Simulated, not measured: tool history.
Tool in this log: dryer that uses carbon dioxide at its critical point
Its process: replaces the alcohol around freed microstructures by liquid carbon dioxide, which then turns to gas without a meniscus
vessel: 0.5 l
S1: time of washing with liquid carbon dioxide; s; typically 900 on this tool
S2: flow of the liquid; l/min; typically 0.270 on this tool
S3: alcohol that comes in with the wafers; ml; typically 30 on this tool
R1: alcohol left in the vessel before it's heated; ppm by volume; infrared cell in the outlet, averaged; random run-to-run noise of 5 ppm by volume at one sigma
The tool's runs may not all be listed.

run,hour,S1,S2,S3,R1
1,0.0,900,0.270,30,68
2,8.7,900,0.270,30,61
# hour 11.1: inlet filter changed
3,18.9,900,0.194,30,301
4,33.4,900,0.270,30,40
5,47.3,900,0.270,30,34
6,58.6,900,0.270,30,45
7,67.9,900,0.270,30,52
8,78.1,900,0.206,30,231
9,85.4,900,0.206,30,224
10,96.7,900,0.291,30,46
11,102.9,900,0.270,30,49
12,112.8,900,0.270,30,61
13,126.5,900,0.270,30,42
14,132.9,900,0.270,30,52
15,147.3,900,0.270,30,45
16,154.4,900,0.270,30,55
17,160.5,1140,0.252,30,33
18,173.4,1140,0.252,30,34
19,186.3,900,0.349,30,34
20,194.1,900,0.349,30,31
21,204.9,900,0.270,24,49
22,215.9,900,0.270,24,64
23,225.5,900,0.258,110,224
24,235.2,900,0.270,33,81
25,245.0,780,0.171,31,1268
26,255.7,780,0.171,31,1300
27,265.5,780,0.171,50,2094
28,277.0,960,0.177,56,847
29,285.8,900,0.379,30,41

4 ways to go on from here, each from the tool as it stands after run 29. What would each give?
A,294.9,840,0.245,30,?
B,294.9,900,0.163,30,?
C,294.9,900,0.242,30,?
D,294.9,780,0.350,30,?

run,R1
A,168
B,908
C,130
D,40
Without the tool's unlogged condition, the same runs would have read:
run,R1
A,98
B,672
C,70
D,7
